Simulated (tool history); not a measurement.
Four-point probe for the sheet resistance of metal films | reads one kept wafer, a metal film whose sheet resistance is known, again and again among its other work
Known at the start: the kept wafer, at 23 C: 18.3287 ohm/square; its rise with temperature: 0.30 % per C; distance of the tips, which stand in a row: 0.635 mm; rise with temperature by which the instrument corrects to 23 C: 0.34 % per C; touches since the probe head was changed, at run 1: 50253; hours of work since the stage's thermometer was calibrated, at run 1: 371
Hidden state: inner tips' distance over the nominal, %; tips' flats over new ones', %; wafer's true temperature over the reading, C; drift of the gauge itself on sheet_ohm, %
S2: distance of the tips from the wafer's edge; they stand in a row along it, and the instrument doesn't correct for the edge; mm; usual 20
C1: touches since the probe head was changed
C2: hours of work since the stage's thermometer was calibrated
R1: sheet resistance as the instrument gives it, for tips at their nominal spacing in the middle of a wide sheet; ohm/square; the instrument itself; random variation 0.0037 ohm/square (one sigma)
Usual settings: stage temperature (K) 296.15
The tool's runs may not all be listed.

Run 1, hour 0.0: usual settings; C1 50253; C2 371. Result: R1 18.333680 ohm/square.
Run 2, hour 45.4: usual settings; C1 50960; C2 397. Result: R1 18.333611 ohm/square.
Run 3, hour 112.4: usual settings; C1 52004; C2 436. Result: R1 18.334398 ohm/square.
Run 4, hour 187.0: usual settings; C1 53167; C2 478. Result: R1 18.336234 ohm/square.
Run 5, hour 245.8: usual settings; C1 54084; C2 512. Result: R1 18.346184 ohm/square.
Run 6, hour 310.2: usual settings; C1 55088; C2 549. Result: R1 18.337721 ohm/square.
Run 7, hour 354.0: usual settings; C1 55771; C2 574. Result: R1 18.336825 ohm/square.
Run 8, hour 431.3: usual settings; C1 56976; C2 618. Result: R1 18.339625 ohm/square.
Run 9, hour 489.6: usual settings; C1 57884; C2 651. Result: R1 18.337674 ohm/square.
Run 10, hour 567.3: usual settings but S2 13 mm; C1 59094; C2 695. Result: R1 18.354751 ohm/square.
Run 11, hour 615.1: usual settings but S2 13 mm; C1 59840; C2 723. Result: R1 18.354300 ohm/square.
Run 12, hour 680.6: usual settings; C1 60861; C2 760. Result: R1 18.341300 ohm/square.
Run 13, hour 753.0: usual settings; C1 61989; C2 802. Result: R1 18.339983 ohm/square.
Run 14, hour 795.3: usual settings; C1 62649; C2 826. Result: R1 18.343129 ohm/square.
Run 15, hour 868.2: usual settings; C1 63784; C2 867. Result: R1 18.329384 ohm/square.
Run 16, hour 905.9: usual settings; C1 64371; C2 889. Result: R1 18.342684 ohm/square.
Run 17, hour 969.0: usual settings; C1 65356; C2 925. Result: R1 18.340166 ohm/square.
Run 18, hour 1041.9: usual settings; C1 66491; C2 967. Result: R1 18.338027 ohm/square.
Run 19, hour 1105.1: usual settings; C1 67476; C2 1003. Result: R1 18.336470 ohm/square.
Run 20, hour 1174.6: usual settings; C1 68560; C2 1042. Result: R1 18.340650 ohm/square.
Run 21, hour 1251.0: usual settings; C1 69750; C2 1086. Result: R1 18.339276 ohm/square.
Run 22, hour 1320.8: usual settings but stage temperature (K) 292.15, S2 4 mm; C1 70839; C2 1126. Result: R1 18.606943 ohm/square.
Run 23, hour 1378.9: usual settings but stage temperature (K) 302.15, S2 13 mm; C1 71744; C2 1159. Result: R1 18.313601 ohm/square.
Run 24, hour 1449.7: usual settings but stage temperature (K) 292.15, S2 44 mm; C1 72847; C2 1199. Result: R1 18.358924 ohm/square.
Run 25, hour 1506.0: usual settings but stage temperature (K) 292.15, S2 44 mm; C1 73725; C2 1232. Result: R1 18.355815 ohm/square.
Run 26, hour 1561.8: usual settings but stage temperature (K) 306.15, S2 12 mm; C1 74595; C2 1264. Result: R1 18.293272 ohm/square.
Run 27, hour 1601.9: usual settings but stage temperature (K) 306.15, S2 12 mm; C1 75219; C2 1286. Result: R1 18.284150 ohm/square.
Run 28, hour 1663.4: usual settings but stage temperature (K) 306.15, S2 12 mm; C1 76178; C2 1322. Result: R1 18.291888 ohm/square.
Run 29, hour 1709.2: usual settings but stage temperature (K) 291.15, S2 5 mm; C1 76892; C2 1348. Result: R1 18.523143 ohm/square.
Run 30, hour 1783.4: usual settings but stage temperature (K) 291.15, S2 5 mm; C1 78048; C2 1390. Result: R1 18.527318 ohm/square.
Run 31, hour 1837.6: usual settings but stage temperature (K) 306.15, S2 18 mm; C1 78893; C2 1421. Result: R1 18.274266 ohm/square.
Run 32, hour 1885.4: usual settings but stage temperature (K) 292.15; C1 79637; C2 1448. Result: R1 18.372700 ohm/square.
Run 33, hour 1945.1: usual settings but stage temperature (K) 292.15; C1 80568; C2 1482. Result: R1 18.366010 ohm/square.
Run 34, hour 1995.5: usual settings but stage temperature (K) 292.15; C1 81353; C2 1511. Result: R1 18.367547 ohm/square.
Run 35, hour 2042.7: usual settings but stage temperature (K) 291.15; C1 82088; C2 1538. Result: R1 18.380890 ohm/square.
Run 36, hour 2110.1: usual settings but stage temperature (K) 297.15, S2 59 mm; C1 83140; C2 1577. Result: R1 18.320978 ohm/square.

Forecast each of these 4 alternatives for the next run:
Run A, hour 2188.2: usual settings but stage temperature (K) 298.15, S2 4 mm; C1 84357; C2 1621. Result: R1 ?.
Run B, hour 2188.2: usual settings but stage temperature (K) 297.15, S2 10 mm; C1 84357; C2 1621. Result: R1 ?.
Run C, hour 2188.2: usual settings but stage temperature (K) 299.15; C1 84357; C2 1621. Result: R1 ?.
Run D, hour 2188.2: usual settings but stage temperature (K) 304.15, S2 59 mm; C1 84357; C2 1621. Result: R1 ?.

run         R1
  A  18.564385
  B  18.355773
  C  18.322353
  D  18.271047
Without the tool's hidden state the same runs would have given:
run         R1
  A  18.564031
  B  18.355424
  C  18.322002
  D  18.270690
